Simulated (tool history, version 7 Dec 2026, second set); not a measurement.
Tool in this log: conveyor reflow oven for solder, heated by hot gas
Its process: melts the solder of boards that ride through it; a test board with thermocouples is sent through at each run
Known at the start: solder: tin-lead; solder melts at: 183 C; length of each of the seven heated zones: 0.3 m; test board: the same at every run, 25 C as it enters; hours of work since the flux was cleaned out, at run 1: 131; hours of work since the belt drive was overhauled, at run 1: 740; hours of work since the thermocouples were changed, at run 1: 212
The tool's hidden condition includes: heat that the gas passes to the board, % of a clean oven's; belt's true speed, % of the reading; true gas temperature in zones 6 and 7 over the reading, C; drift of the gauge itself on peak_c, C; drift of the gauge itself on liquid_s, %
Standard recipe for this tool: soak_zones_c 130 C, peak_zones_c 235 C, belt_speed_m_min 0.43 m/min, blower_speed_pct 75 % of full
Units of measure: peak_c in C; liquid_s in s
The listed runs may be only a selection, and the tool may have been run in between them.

run,day,soak_zones_c,peak_zones_c,belt_speed_m_min,blower_speed_pct,hours of work since the flux was cleaned out,hours of work since the belt drive was overhauled,hours of work since the thermocouples were changed,peak_c,liquid_s
1,0,130,235,0.43,75,131,740,212,216.8,59.7
2,2.004,130,235,0.36,75,167,776,248,221.1,78
3,3.821,130,235,0.36,75,200,809,281,221.4,77.9
# day 4.854: belt drive overhauled, speed set with a stopwatch
4,6.112,130,235,0.43,75,238,23,319,215.2,57.5
5,9.708,130,235,0.43,75,303,87,384,214.3,57.3
# day 11.921: flux residue cleaned out of gas plates and filters
6,13.288,130,235,0.43,68,25,148,444,214.2,58.3
7,15.738,130,235,0.43,68,69,192,488,214.3,56.4
8,17.367,130,235,0.43,68,98,221,518,213.7,57.3
9,20.138,118,243,0.43,75,148,271,567,220.5,58.9
10,21.771,130,249,0.43,69,177,300,597,225.9,65.8
11,24.971,130,229,0.451,75,235,358,654,207.3,48.7
# day 26.25: thermocouples of zones 6 and 7 changed
12,26.588,130,235,0.365,61,262,385,6,219.1,72.7
13,29.833,130,235,0.51,63,320,444,64,205.5,38.3
# day 31.138: flux residue cleaned out of gas plates and filters
14,32.612,130,229,0.413,71,27,490,111,213.3,59.5
15,34.2,130,229,0.355,53,55,518,139,213.2,69.4
16,36.6,135,247,0.363,83,98,562,182,236.3,88.1

4 options for the next run, each taken on its own from the tool as it stands now. Forecast them:
A,39.958,135,247,0.363,66,158,622,243,?,?
B,39.958,135,228,0.511,77,158,622,243,?,?
C,39.958,135,247,0.363,71,158,622,243,?,?
D,39.958,135,245,0.363,62,158,622,243,?,?

run,peak_c,liquid_s
A,231.9,85.1
B,206.6,41.8
C,233.1,86.9
D,228.4,84
Without the tool's unlogged condition, the same runs would have read:
run,peak_c,liquid_s
A,233.4,85.6
B,208.5,43.8
C,234.6,87.4
D,229.8,84.6
